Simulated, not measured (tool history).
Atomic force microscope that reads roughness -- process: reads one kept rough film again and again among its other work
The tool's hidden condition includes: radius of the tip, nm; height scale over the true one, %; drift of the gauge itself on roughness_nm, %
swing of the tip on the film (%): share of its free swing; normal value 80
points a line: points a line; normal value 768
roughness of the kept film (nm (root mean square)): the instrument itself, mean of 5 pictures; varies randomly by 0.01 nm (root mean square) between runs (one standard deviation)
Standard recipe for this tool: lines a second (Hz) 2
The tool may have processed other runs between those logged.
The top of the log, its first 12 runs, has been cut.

run   hour  lines a second (Hz)  swing of the tip on the film (%)  points a line  pictures with this tip  hours of work since the height scale was calibrated  roughness of the kept film (nm (root mean square))
 13   76.6                    2                                74            437                     182                                                  202                                               1.682
 14   83.7                    2                                74            437                     190                                                  206                                               1.667
 15   90.5                    2                                74            437                     198                                                  211                                               1.647
      96.9  -- new tip fitted
 16   98.7                    2                                74            437                       2                                                  215                                                2.37
 17  106.1                 1.42                                76            768                      11                                                  220                                               2.389
 18  111.7                    2                                86            349                      17                                                  224                                               2.084
 19  119.6                    2                                86            349                      26                                                  229                                               2.052
 20  127.2                    2                                86            349                      35                                                  233                                               2.002
 21  137.3                 1.87                                57            257                      47                                                  240                                               2.259
 22  141.4                 1.87                                57            257                      52                                                  242                                               2.225
 23  150.4                 1.87                                56            514                      62                                                  248                                                2.28
 24  154.9                 2.21                                82            280                      67                                                  251                                               1.883
 25  163.4                 2.21                                82            280                      77                                                  256                                                1.86
 26  170.3                 2.21                                82            280                      86                                                  260                                               1.828
 27  177.5                 3.72                                74            345                      94                                                  265                                                1.77
 28  182.9                 1.46                                69            671                     100                                                  268                                               2.073
 29  188.3                 1.46                                69            671                     106                                                  272                                               2.027
 30  196.5                 1.46                                69            463                     116                                                  277                                               2.013
 31  201.9                 0.82                                63            273                     122                                                  280                                               2.017

Consider 4 possible next runs. They are alternatives, not a sequence: every one starts from the tool as it was left by run 31. What does each give?
  A  209.9                 3.44                                57            779                     132                                                  285                                                   ?
  B  209.9                 1.71                                66            768                     132                                                  285                                                   ?
  C  209.9                 3.37                                75            430                     132                                                  285                                                   ?
  D  209.9                 0.69                                68            764                     132                                                  285                                                   ?

run  roughness of the kept film (nm (root mean square))
  A                                               1.924
  B                                               1.962
  C                                                 1.7
  D                                               2.028
With no hidden state in the tool, these same runs would have given:
run  roughness of the kept film (nm (root mean square))
  A                                               2.488
  B                                               2.535
  C                                               2.195
  D                                               2.622

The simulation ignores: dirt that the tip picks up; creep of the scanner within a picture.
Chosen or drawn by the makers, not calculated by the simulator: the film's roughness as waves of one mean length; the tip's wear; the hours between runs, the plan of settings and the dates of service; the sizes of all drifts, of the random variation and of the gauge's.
